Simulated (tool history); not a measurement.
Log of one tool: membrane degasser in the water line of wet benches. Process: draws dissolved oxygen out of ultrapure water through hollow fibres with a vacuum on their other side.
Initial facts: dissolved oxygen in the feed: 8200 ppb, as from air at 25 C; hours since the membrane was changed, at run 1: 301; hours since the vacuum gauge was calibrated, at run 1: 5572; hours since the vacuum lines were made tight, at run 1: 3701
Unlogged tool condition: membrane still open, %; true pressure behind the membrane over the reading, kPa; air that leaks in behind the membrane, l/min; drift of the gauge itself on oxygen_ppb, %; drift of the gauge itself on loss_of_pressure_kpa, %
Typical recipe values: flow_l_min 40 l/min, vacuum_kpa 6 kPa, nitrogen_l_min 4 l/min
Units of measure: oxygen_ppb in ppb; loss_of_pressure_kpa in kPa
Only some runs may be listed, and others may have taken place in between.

| run | hour | flow_l_min | vacuum_kpa | nitrogen_l_min | hours since the membrane was changed | hours since the vacuum gauge was calibrated | hours since the vacuum lines were made tight | oxygen_ppb | loss_of_pressure_kpa |
|---|---|---|---|---|---|---|---|---|---|
| 1 | 0 | 40 | 6 | 4 | 301 | 5572 | 3701 | 161.9 | 38.19 |
| 2 | 33.5 | 40 | 6 | 4 | 335 | 5606 | 3735 | 162.7 | 38.28 |
| 3 | 73.6 | 40 | 6 | 4 | 375 | 5646 | 3775 | 158.2 | 38.25 |
| 4 | 107.2 | 40 | 6 | 4 | 408 | 5680 | 3809 | 162.4 | 38.31 |
| 5 | 153.7 | 40 | 6 | 4 | 455 | 5726 | 3855 | 164.7 | 38.64 |
| 6 | 184 | 40 | 6 | 4 | 485 | 5756 | 3885 | 161.3 | 37.98 |
| 7 | 219.8 | 40 | 6 | 6.64 | 521 | 5792 | 3921 | 138.7 | 38.31 |
| 8 | 258.5 | 50 | 6.87 | 6.64 | 560 | 5831 | 3960 | 259.4 | 47.69 |
| 9 | 287 | 50 | 6.87 | 6.64 | 588 | 5859 | 3988 | 255.3 | 47.71 |
| 10 | 327 | 31 | 5.27 | 6.64 | 628 | 5899 | 4028 | 61.6 | 29.49 |
| 11 | 368.1 | 47 | 12.79 | 6.55 | 669 | 5941 | 4070 | 320.8 | 45.03 |
| 12 | 404.8 | 40 | 6 | 10.34 | 706 | 5977 | 4106 | 122.4 | 38.28 |
| 13 | 427.7 | 40 | 6 | 10.34 | 729 | 6000 | 4129 | 124.4 | 37.98 |

The logged runs with the hidden state left out (each run's random variation unchanged):
| run | oxygen_ppb | loss_of_pressure_kpa |
|---|---|---|
| 1 | 158.2 | 38.08 |
| 2 | 158.8 | 38.16 |
| 3 | 154.3 | 38.12 |
| 4 | 158.2 | 38.17 |
| 5 | 160.2 | 38.48 |
| 6 | 156.8 | 37.81 |
| 7 | 134.9 | 38.13 |
| 8 | 253.6 | 47.45 |
| 9 | 249.4 | 47.46 |
| 10 | 59.1 | 29.32 |
| 11 | 314 | 44.76 |
| 12 | 118.5 | 38.03 |
| 13 | 120.3 | 37.73 |

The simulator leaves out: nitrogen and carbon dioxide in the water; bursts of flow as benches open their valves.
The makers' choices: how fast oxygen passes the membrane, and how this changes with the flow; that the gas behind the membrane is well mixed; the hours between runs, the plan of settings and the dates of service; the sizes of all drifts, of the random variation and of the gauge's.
